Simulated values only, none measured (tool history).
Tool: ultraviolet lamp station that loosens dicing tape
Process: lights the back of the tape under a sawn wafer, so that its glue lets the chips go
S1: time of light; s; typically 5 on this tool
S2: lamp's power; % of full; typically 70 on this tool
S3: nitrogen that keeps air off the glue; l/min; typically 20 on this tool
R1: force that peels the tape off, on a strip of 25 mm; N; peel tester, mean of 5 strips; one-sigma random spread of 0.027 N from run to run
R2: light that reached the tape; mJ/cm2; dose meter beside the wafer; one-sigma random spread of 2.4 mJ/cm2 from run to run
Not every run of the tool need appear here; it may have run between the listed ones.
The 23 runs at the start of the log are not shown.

run,day,S1,S2,S3,R1,R2
24,15.762,3,93,7,4.513,167
25,16.308,3,93,7,4.788,162
26,16.775,3,79,14,4.263,139
27,17.367,2,91,15,5.518,103
# day 17.433: window cleaned of glue's vapour
28,18.129,2,91,15,5.619,92
# day 18.929: window cleaned of glue's vapour, once more
29,18.929,2,91,15,4.647,123
30,19.492,3,80,15,3.639,161
31,20.233,8,74,15,0.667,393
32,20.633,5,96,33,0.667,325
33,21.146,3,96,6,4.166,191
34,21.917,3,72,13,4.209,145
35,22.600,3,72,13,4.238,142
36,23.079,5,80,11,2.058,264
37,23.950,7,70,13,1.257,318
38,24.825,3,69,14,4.248,134
39,25.229,3,69,14,4.591,134
40,26.188,5,70,6,3.496,224
41,26.679,5,70,6,3.248,226
42,27.312,4,70,9,3.776,178
43,27.925,4,70,20,2.909,181
44,28.429,4,70,20,2.847,178

Here are 3 independent what-if runs from the current tool condition. What would each one return?
A,29.379,5,70,20,?,?
B,29.379,4,70,20,?,?
C,29.379,8,74,20,?,?

run,R1,R2
A,2.022,222
B,2.988,174
C,0.609,374
Take away the tool's hidden state, keep each run's random variation, and the runs would have read:
run,R1,R2
A,1.330,276
B,2.129,218
C,0.323,466
